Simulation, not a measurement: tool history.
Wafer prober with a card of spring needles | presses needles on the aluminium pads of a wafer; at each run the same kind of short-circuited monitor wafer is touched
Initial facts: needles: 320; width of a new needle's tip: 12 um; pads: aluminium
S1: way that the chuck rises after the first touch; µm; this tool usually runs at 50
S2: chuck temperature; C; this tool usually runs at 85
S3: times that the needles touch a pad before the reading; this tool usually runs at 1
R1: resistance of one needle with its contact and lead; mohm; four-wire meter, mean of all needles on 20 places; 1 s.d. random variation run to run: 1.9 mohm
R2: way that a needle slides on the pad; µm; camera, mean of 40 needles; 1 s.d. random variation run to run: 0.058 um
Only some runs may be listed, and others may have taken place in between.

| run | day | S1 | S2 | S3 | R1 | R2 |
|---|---|---|---|---|---|---|
| 1 | 0 | 50 | 85 | 1 | 196 | 13.02 |
|  | 0.296 | tips cleaned on abrasive film |
|  | 1.167 | tips cleaned on abrasive film |
| 2 | 1.221 | 50 | 85 | 1 | 198 | 13.11 |
|  | 2.021 | tips cleaned on abrasive film |
|  | 2.142 | height of the first contact set anew |
| 3 | 2.621 | 50 | 85 | 1 | 198 | 12.99 |
|  | 2.967 | tips cleaned on abrasive film |
| 4 | 3.496 | 50 | 85 | 1 | 197 | 13.2 |
|  | 3.871 | tips cleaned on abrasive film |
|  | 4.725 | tips cleaned on abrasive film |
| 5 | 4.725 | 50 | 85 | 1 | 199 | 13.13 |
|  | 5.638 | tips cleaned on abrasive film |
| 6 | 5.804 | 50 | 85 | 1 | 197 | 13.08 |
|  | 6.488 | tips cleaned on abrasive film |
| 7 | 6.962 | 50 | 85 | 1 | 197 | 13.04 |
|  | 7.379 | tips cleaned on abrasive film |
|  | 8.238 | tips cleaned on abrasive film |
| 8 | 8.421 | 50 | 85 | 1 | 198 | 13.12 |
|  | 9.083 | tips cleaned on abrasive film |
| 9 | 9.546 | 50 | 85 | 1 | 194 | 13.13 |
|  | 9.938 | tips cleaned on abrasive film |
| 10 | 10.658 | 50 | 85 | 1 | 196 | 13.2 |
|  | 10.783 | tips cleaned on abrasive film |
|  | 11.654 | tips cleaned on abrasive film |
| 11 | 12.067 | 50 | 85 | 1 | 198 | 13.13 |
|  | 12.529 | tips cleaned on abrasive film |
| 12 | 12.812 | 50 | 121 | 1 | 203 | 13.16 |
|  | 13.471 | tips cleaned on abrasive film |
| 13 | 13.929 | 50 | 121 | 1 | 204 | 13.11 |
|  | 14.362 | tips cleaned on abrasive film |
|  | 15.262 | tips cleaned on abrasive film |
| 14 | 15.304 | 50 | 29 | 1 | 185 | 13.24 |
| 15 | 15.983 | 50 | 29 | 1 | 185 | 13.11 |
|  | 16.096 | tips cleaned on abrasive film |
|  | 17 | tips cleaned on abrasive film |
| 16 | 17.092 | 50 | 29 | 1 | 183 | 13.07 |
|  | 17.875 | tips cleaned on abrasive film |
| 17 | 18.392 | 50 | 29 | 1 | 183 | 13.07 |
|  | 18.812 | tips cleaned on abrasive film |
|  | 19.692 | tips cleaned on abrasive film |
| 18 | 19.888 | 52 | 53 | 1 | 189 | 13.71 |
|  | 20.554 | tips cleaned on abrasive film |
| 19 | 21.167 | 52 | 53 | 1 | 191 | 13.64 |
|  | 21.488 | tips cleaned on abrasive film |
| 20 | 22.312 | 52 | 33 | 1 | 185 | 13.58 |
|  | 22.4 | tips cleaned on abrasive film |
|  | 23.258 | tips cleaned on abrasive film |
| 21 | 23.258 | 52 | 33 | 1 | 181 | 13.73 |
| 22 | 23.871 | 50 | 85 | 1 | 195 | 13.19 |
|  | 24.175 | tips cleaned on abrasive film |
| 23 | 24.725 | 43 | 50 | 1 | 192 | 11.22 |
|  | 25.129 | tips cleaned on abrasive film |
|  | 26 | tips cleaned on abrasive film |
| 24 | 26.204 | 43 | 50 | 1 | 191 | 11.41 |
|  | 26.846 | tips cleaned on abrasive film |
| 25 | 27.408 | 43 | 50 | 1 | 190 | 11.23 |
|  | 27.746 | tips cleaned on abrasive film |
| 26 | 28.496 | 43 | 50 | 1 | 190 | 11.22 |
|  | 28.608 | tips cleaned on abrasive film |
| 27 | 29.317 | 39 | 85 | 2 | 204 | 10.22 |
|  | 29.5 | tips cleaned on abrasive film |
|  | 30.346 | tips cleaned on abrasive film |
|  | 30.358 | height of the first contact set anew |
| 28 | 30.825 | 39 | 85 | 2 | 201 | 10.28 |
|  | 31.296 | tips cleaned on abrasive film |
| 29 | 31.608 | 64 | 53 | 2 | 188 | 16.74 |
|  | 32.208 | tips cleaned on abrasive film |
| 30 | 32.633 | 51 | 55 | 1 | 188 | 13.27 |
|  | 33.058 | tips cleaned on abrasive film |
|  | 33.896 | tips cleaned on abrasive film |
| 31 | 33.958 | 51 | 43 | 2 | 184 | 13.42 |
| 32 | 34.712 | 31 | 43 | 3 | 195 | 8.12 |
|  | 34.842 | tips cleaned on abrasive film |
|  | 35.688 | tips cleaned on abrasive film |
| 33 | 36.167 | 55 | 59 | 1 | 191 | 14.32 |

What if the next run were any one of these 3? Each begins from the tool's condition after run 33:
|  | 36.571 | tips cleaned on abrasive film |
| A | 36.812 | 33 | 85 | 3 | ? | ? |
|  | 36.571 | tips cleaned on abrasive film |
| B | 36.812 | 32 | 78 | 1 | ? | ? |
|  | 36.571 | tips cleaned on abrasive film |
| C | 36.812 | 42 | 57 | 1 | ? | ? |

| run | R1 | R2 |
|---|---|---|
| A | 206 | 8.65 |
| B | 200 | 8.45 |
| C | 193 | 10.96 |
With the hidden condition removed and each run's random variation left untouched, the same runs would have given:
| run | R1 | R2 |
|---|---|---|
| A | 206 | 8.66 |
| B | 200 | 8.45 |
| C | 193 | 10.96 |

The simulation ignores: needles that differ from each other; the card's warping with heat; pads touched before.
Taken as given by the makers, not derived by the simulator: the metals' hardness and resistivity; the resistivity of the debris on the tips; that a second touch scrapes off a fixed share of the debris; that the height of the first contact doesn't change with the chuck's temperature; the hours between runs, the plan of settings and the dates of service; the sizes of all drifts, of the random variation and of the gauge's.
